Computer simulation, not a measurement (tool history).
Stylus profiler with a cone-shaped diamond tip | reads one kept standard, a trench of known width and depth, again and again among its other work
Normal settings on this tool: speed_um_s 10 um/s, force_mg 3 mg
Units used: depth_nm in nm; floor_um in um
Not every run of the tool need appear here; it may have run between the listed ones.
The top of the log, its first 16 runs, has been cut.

run	hour	speed_um_s	force_mg	scans with this tip	hours of work since the height scale was calibrated	depth_nm	floor_um
17	1276.7	5	4.37	12143	1079	508.52	96.22
18	1380.8	13	3.78	12654	1124	508.07	96.14
19	1463.2	13	3.78	13058	1160	508.38	96.15
20	1519.8	5	4.36	13336	1184	508.82	96.17
21	1578.2	40	2.59	13622	1210	506.66	95.96
22	1641.1	11	7.62	13930	1237	512.15	96.11
23	1716.8	2	3.01	14301	1270	507.36	96.09
# hour 1796.6: height scale calibrated on a step standard
24	1833.6	2	3.01	14872	16	505.43	96.09
25	1920.9	19	2.56	15300	54	504.8	95.91

For run 26, what comes out?
26	2013.2	13	1.56	15752	94	?	?

{"run 26": {"depth_nm": 503.48, "floor_um": 95.91}}
Without the tool's hidden state the same run would have given depth_nm 503.48 nm, floor_um 96.9 um.
